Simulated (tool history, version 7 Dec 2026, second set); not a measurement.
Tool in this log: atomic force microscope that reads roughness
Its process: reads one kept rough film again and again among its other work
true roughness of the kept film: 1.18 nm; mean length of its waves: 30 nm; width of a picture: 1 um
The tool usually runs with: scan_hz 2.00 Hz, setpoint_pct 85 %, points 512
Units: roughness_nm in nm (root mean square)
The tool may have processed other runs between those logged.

Run 1, hour 0.0: usual settings. Result: roughness_nm 1.013 nm (root mean square).
Run 2, hour 9.0: usual settings. Result: roughness_nm 1.002 nm (root mean square).
Run 3, hour 16.0: usual settings. Result: roughness_nm 0.992 nm (root mean square).
At hour 17.3: new tip fitted.
Run 4, hour 21.1: usual settings. Result: roughness_nm 1.024 nm (root mean square).
Run 5, hour 29.7: usual settings. Result: roughness_nm 1.017 nm (root mean square).
Run 6, hour 36.6: usual settings. Result: roughness_nm 1.011 nm (root mean square).
Run 7, hour 42.5: usual settings. Result: roughness_nm 1.004 nm (root mean square).
At hour 48.8: new tip fitted.
Run 8, hour 52.8: usual settings but setpoint_pct 75 %. Result: roughness_nm 1.071 nm (root mean square).
Run 9, hour 59.7: usual settings but setpoint_pct 75 %. Result: roughness_nm 1.061 nm (root mean square).
Run 10, hour 69.0: usual settings but setpoint_pct 75 %. Result: roughness_nm 1.052 nm (root mean square).
At hour 79.8: new tip fitted.
Run 11, hour 79.8: usual settings but setpoint_pct 75 %. Result: roughness_nm 1.061 nm (root mean square).
Run 12, hour 84.5: usual settings but setpoint_pct 63 %. Result: roughness_nm 1.095 nm (root mean square).
Run 13, hour 93.9: usual settings. Result: roughness_nm 1.009 nm (root mean square).
Run 14, hour 104.6: usual settings. Result: roughness_nm 1.002 nm (root mean square).
At hour 111.3: new tip fitted.
Run 15, hour 111.8: usual settings. Result: roughness_nm 1.033 nm (root mean square).
Run 16, hour 122.5: usual settings. Result: roughness_nm 1.012 nm (root mean square).
Run 17, hour 132.2: usual settings. Result: roughness_nm 1.015 nm (root mean square).
Run 18, hour 138.7: usual settings. Result: roughness_nm 0.999 nm (root mean square).
At hour 142.5: new tip fitted.
Run 19, hour 150.0: usual settings. Result: roughness_nm 1.021 nm (root mean square).
At hour 151.8: height scale calibrated on a step standard.
Run 20, hour 159.4: usual settings. Result: roughness_nm 1.024 nm (root mean square).
At hour 169.1: height scale calibrated on a step standard, once more.
Run 21, hour 170.3: usual settings. Result: roughness_nm 1.000 nm (root mean square).
At hour 176.1: new tip fitted.
Run 22, hour 178.0: usual settings but setpoint_pct 88 %. Result: roughness_nm 1.015 nm (root mean square).
Run 23, hour 188.4: usual settings but setpoint_pct 65 %. Result: roughness_nm 1.083 nm (root mean square).
Run 24, hour 193.8: usual settings but setpoint_pct 65 %. Result: roughness_nm 1.077 nm (root mean square).
Run 25, hour 198.5: usual settings but scan_hz 1.67 Hz. Result: roughness_nm 1.020 nm (root mean square).
At hour 207.4: new tip fitted.
Run 26, hour 208.1: usual settings but scan_hz 1.19 Hz, setpoint_pct 80 %. Result: roughness_nm 1.092 nm (root mean square).
Run 27, hour 219.3: usual settings but scan_hz 1.19 Hz, setpoint_pct 80 %. Result: roughness_nm 1.077 nm (root mean square).
Run 28, hour 226.5: usual settings but scan_hz 1.65 Hz, setpoint_pct 73 %, points 387. Result: roughness_nm 1.064 nm (root mean square).
Run 29, hour 233.6: usual settings but scan_hz 0.64 Hz, setpoint_pct 73 %, points 387. Result: roughness_nm 1.099 nm (root mean square).
At hour 238.5: new tip fitted.
Run 30, hour 245.0: usual settings but scan_hz 2.04 Hz, setpoint_pct 73 %, points 387. Result: roughness_nm 1.068 nm (root mean square).
Run 31, hour 253.4: usual settings but scan_hz 0.71 Hz, setpoint_pct 71 %, points 454. Result: roughness_nm 1.099 nm (root mean square).
Run 32, hour 258.2: usual settings but scan_hz 1.66 Hz, setpoint_pct 71 %, points 890. Result: roughness_nm 1.085 nm (root mean square).
At hour 269.4: new tip fitted.
Run 33, hour 269.4: usual settings but scan_hz 1.59 Hz, setpoint_pct 71 %, points 890. Result: roughness_nm 1.099 nm (root mean square).
Run 34, hour 276.6: usual settings but scan_hz 1.59 Hz, setpoint_pct 77 %, points 948. Result: roughness_nm 1.084 nm (root mean square).
Run 35, hour 282.5: usual settings but scan_hz 1.59 Hz, setpoint_pct 77 %, points 948. Result: roughness_nm 1.072 nm (root mean square).
Run 36, hour 289.4: usual settings but setpoint_pct 74 %. Result: roughness_nm 1.048 nm (root mean square).
Run 37, hour 299.5: usual settings but setpoint_pct 64 %, points 573. Result: roughness_nm 1.085 nm (root mean square).
At hour 300.6: new tip fitted.
Run 38, hour 305.9: usual settings but setpoint_pct 64 %, points 573. Result: roughness_nm 1.099 nm (root mean square).
Run 39, hour 313.9: usual settings but scan_hz 1.22 Hz, setpoint_pct 77 %, points 320. Result: roughness_nm 1.071 nm (root mean square).
Run 40, hour 324.6: usual settings but scan_hz 0.82 Hz, setpoint_pct 87 %, points 734. Result: roughness_nm 1.066 nm (root mean square).
Run 41, hour 330.6: usual settings but scan_hz 0.82 Hz, setpoint_pct 87 %, points 734. Result: roughness_nm 1.067 nm (root mean square).
At hour 331.7: new tip fitted.
Run 42, hour 336.0: usual settings but scan_hz 2.88 Hz, setpoint_pct 78 %, points 593. Result: roughness_nm 1.023 nm (root mean square).
Run 43, hour 346.5: usual settings but scan_hz 2.88 Hz, setpoint_pct 78 %, points 593. Result: roughness_nm 1.011 nm (root mean square).
Run 44, hour 354.3: usual settings but scan_hz 2.88 Hz, setpoint_pct 78 %, points 593. Result: roughness_nm 1.008 nm (root mean square).
Run 45, hour 361.4: usual settings but scan_hz 2.88 Hz, setpoint_pct 78 %, points 368. Result: roughness_nm 1.001 nm (root mean square).
At hour 362.5: new tip fitted.
Run 46, hour 368.1: usual settings but scan_hz 2.88 Hz, setpoint_pct 78 %, points 368. Result: roughness_nm 1.019 nm (root mean square).
Run 47, hour 375.7: usual settings but scan_hz 0.92 Hz, setpoint_pct 84 %, points 358. Result: roughness_nm 1.073 nm (root mean square).
Run 48, hour 384.6: usual settings but scan_hz 1.97 Hz, setpoint_pct 88 %, points 274. Result: roughness_nm 0.982 nm (root mean square).
At hour 393.6: new tip fitted.
Run 49, hour 396.3: usual settings but points 578. Result: roughness_nm 1.042 nm (root mean square).
Run 50, hour 403.8: usual settings but points 372. Result: roughness_nm 1.014 nm (root mean square).

Each row is a separate what-if for the run after 50, all from the same tool condition, not one after another. Results?
Run A, hour 414.8: usual settings but scan_hz 0.75 Hz, points 716. Result: roughness_nm ?.
Run B, hour 414.8: usual settings but setpoint_pct 58 %, points 311. Result: roughness_nm ?.
Run C, hour 414.8: usual settings but scan_hz 1.47 Hz, setpoint_pct 80 %, points 439. Result: roughness_nm ?.

run  roughness_nm
  A         1.083
  B         1.092
  C         1.050
Without the tool's unlogged condition, the same runs would have read:
run  roughness_nm
  A         1.104
  B         1.113
  C         1.070

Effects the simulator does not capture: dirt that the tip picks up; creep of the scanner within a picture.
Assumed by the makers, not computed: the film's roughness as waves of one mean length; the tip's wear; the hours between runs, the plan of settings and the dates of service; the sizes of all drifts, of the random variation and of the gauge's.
